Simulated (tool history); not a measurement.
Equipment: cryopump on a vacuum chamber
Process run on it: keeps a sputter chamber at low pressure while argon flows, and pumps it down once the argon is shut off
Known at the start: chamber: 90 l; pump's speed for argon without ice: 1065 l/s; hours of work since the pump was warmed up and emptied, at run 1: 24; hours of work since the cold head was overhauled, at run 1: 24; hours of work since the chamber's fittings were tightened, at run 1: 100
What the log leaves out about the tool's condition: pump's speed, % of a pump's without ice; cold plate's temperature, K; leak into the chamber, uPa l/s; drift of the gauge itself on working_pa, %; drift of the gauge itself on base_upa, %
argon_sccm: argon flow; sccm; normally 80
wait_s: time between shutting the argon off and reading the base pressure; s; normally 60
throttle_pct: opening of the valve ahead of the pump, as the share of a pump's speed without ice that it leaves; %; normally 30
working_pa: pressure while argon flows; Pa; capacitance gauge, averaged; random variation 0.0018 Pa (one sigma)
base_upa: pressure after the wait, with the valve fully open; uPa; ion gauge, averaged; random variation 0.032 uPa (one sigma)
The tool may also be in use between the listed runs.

run,hour,argon_sccm,wait_s,throttle_pct,hours of work since the pump was warmed up and emptied,hours of work since the cold head was overhauled,hours of work since the chamber's fittings were tightened,working_pa,base_upa
1,0,80,60,30,24,24,100,0.4222,1.76
2,10,80,60,30,30,30,106,0.426,1.71
3,24.3,80,60,30,39,39,115,0.4262,1.71
4,32.5,80,169,30,44,44,120,0.4254,0.88
5,45.6,80,60,30,52,52,127,0.4259,1.74
6,55.4,80,60,30,58,58,133,0.4245,1.75
7,65.4,80,26,30,64,64,140,0.4237,3.5
8,77.8,80,60,35,72,72,147,0.3624,1.73
9,84.6,80,60,35,76,76,151,0.366,1.7
10,92,80,60,35,80,80,156,0.3658,1.78
11,99.7,80,60,35,85,85,160,0.3656,1.75
12,108.2,80,60,30,90,90,166,0.4274,1.74
13,119,80,60,30,97,97,172,0.4233,1.82
14,130,80,207,30,103,103,179,0.425,0.84
15,140.5,80,60,19,110,110,185,0.6721,1.73
16,155.9,80,60,58,119,119,195,0.2219,1.81
17,169.8,80,60,49,128,128,203,0.2626,1.81
18,180.7,80,60,57,134,134,210,0.2263,1.84
19,189.8,80,60,59,140,140,215,0.2179,1.83
20,201.8,157,36,30,147,147,223,0.8421,2.76
21,208.1,50,157,46,151,151,226,0.1742,0.98
22,219.6,154,32,17,158,158,233,1.4454,3.07
23,235,154,32,17,167,167,243,1.4508,3.12
24,242.4,80,60,17,172,172,247,0.7455,1.89
25,256.9,80,60,17,181,181,256,0.7495,1.91
26,264.3,80,39,17,185,185,261,0.7529,2.6
27,279.5,80,39,17,194,194,270,0.751,2.63

Run 28, settings as shown, results not yet in. Your forecast:
28,293.1,80,39,17,203,203,278,?,?

working_pa: 0.7547 Pa
base_upa: 2.7 uPa
Take away the tool's hidden state, keep the run-to-run variation as it was, and the same run would have given working_pa 0.7498 Pa, base_upa 2.41 uPa.
